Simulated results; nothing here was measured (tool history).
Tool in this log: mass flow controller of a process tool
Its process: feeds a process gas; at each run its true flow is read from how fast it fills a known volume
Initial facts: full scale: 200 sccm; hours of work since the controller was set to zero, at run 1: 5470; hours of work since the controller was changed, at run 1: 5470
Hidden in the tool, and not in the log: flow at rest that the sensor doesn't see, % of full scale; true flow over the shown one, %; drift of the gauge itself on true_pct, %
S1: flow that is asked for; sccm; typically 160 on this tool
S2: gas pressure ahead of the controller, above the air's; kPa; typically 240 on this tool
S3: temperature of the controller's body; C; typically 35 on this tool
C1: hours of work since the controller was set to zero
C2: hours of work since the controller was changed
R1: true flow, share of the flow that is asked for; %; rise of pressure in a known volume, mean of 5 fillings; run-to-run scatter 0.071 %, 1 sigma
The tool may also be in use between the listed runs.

Run 1, hour 0.0: usual settings; C1 5470; C2 5470. Result: R1 100.29 %.
Run 2, hour 348.8: usual settings; C1 5747; C2 5747. Result: R1 100.00 %.
Run 3, hour 548.5: usual settings; C1 5905; C2 5905. Result: R1 100.12 %.
Run 4, hour 774.2: usual settings but S1 25 sccm; C1 6084; C2 6084. Result: R1 99.37 %.
Run 5, hour 1082.9: usual settings but S1 25 sccm; C1 6329; C2 6329. Result: R1 99.44 %.
Run 6, hour 1439.5: usual settings; C1 6612; C2 6612. Result: R1 99.75 %.
Run 7, hour 1726.3: usual settings; C1 6839; C2 6839. Result: R1 99.63 %.
Run 8, hour 1940.5: usual settings but S2 278 kPa; C1 7009; C2 7009. Result: R1 99.71 %.
Run 9, hour 2181.7: usual settings but S1 21 sccm; C1 7200; C2 7200. Result: R1 99.13 %.
Run 10, hour 2554.2: usual settings but S1 21 sccm; C1 7496; C2 7496. Result: R1 98.75 %.
At hour 2660.5: controller's zero set anew.
Run 11, hour 2720.3: usual settings but S1 21 sccm, S2 197 kPa; C1 47; C2 7627. Result: R1 98.67 %.
Run 12, hour 2950.3: usual settings; C1 230; C2 7809. Result: R1 99.16 %.
Run 13, hour 3253.5: usual settings; C1 470; C2 8050. Result: R1 99.12 %.
Run 14, hour 3495.2: usual settings but S2 239 kPa; C1 662; C2 8242. Result: R1 99.10 %.
Run 15, hour 3786.1: usual settings but S1 36 sccm, S2 196 kPa; C1 893; C2 8472. Result: R1 98.33 %.
Run 16, hour 4082.2: usual settings but S1 30 sccm, S2 198 kPa, S3 22 C; C1 1127; C2 8707. Result: R1 97.94 %.
Run 17, hour 4236.4: usual settings but S1 30 sccm, S2 198 kPa, S3 22 C; C1 1250; C2 8829. Result: R1 97.85 %.
Run 18, hour 4585.9: usual settings but S1 30 sccm, S2 198 kPa, S3 22 C; C1 1527; C2 9107. Result: R1 97.73 %.
Run 19, hour 4945.5: usual settings but S1 30 sccm, S2 198 kPa, S3 22 C; C1 1812; C2 9392. Result: R1 97.78 %.
Run 20, hour 5287.2: usual settings but S1 30 sccm, S2 198 kPa, S3 22 C; C1 2083; C2 9663. Result: R1 97.80 %.
Run 21, hour 5570.3: usual settings but S1 30 sccm, S2 268 kPa, S3 30 C; C1 2308; C2 9887. Result: R1 97.93 %.
Run 22, hour 5874.1: usual settings but S3 25 C; C1 2548; C2 10128. Result: R1 98.08 %.
Run 23, hour 6158.5: usual settings but S1 61 sccm, S2 223 kPa, S3 25 C; C1 2774; C2 10354. Result: R1 97.65 %.
Run 24, hour 6382.2: usual settings but S1 151 sccm, S2 199 kPa, S3 25 C; C1 2951; C2 10531. Result: R1 97.87 %.
Run 25, hour 6537.0: usual settings but S1 64 sccm, S2 142 kPa, S3 36 C; C1 3074; C2 10654. Result: R1 97.51 %.
Run 26, hour 6807.4: usual settings but S1 163 sccm, S2 159 kPa, S3 23 C; C1 3289; C2 10868. Result: R1 97.52 %.

Had the tool no unlogged condition, and each run kept its random variation, what would the results have been?
run      R1
  1  100.29
  2  100.11
  3  100.29
  4   99.58
  5   99.75
  6  100.18
  7  100.16
  8  100.30
  9   99.75
 10   99.49
 11   99.49
 12  100.06
 13  100.11
 14  100.16
 15   99.47
 16   99.17
 17   99.12
 18   99.10
 19   99.26
 20   99.39
 21   99.61
 22   99.86
 23   99.51
 24   99.80
 25   99.48
 26   99.57

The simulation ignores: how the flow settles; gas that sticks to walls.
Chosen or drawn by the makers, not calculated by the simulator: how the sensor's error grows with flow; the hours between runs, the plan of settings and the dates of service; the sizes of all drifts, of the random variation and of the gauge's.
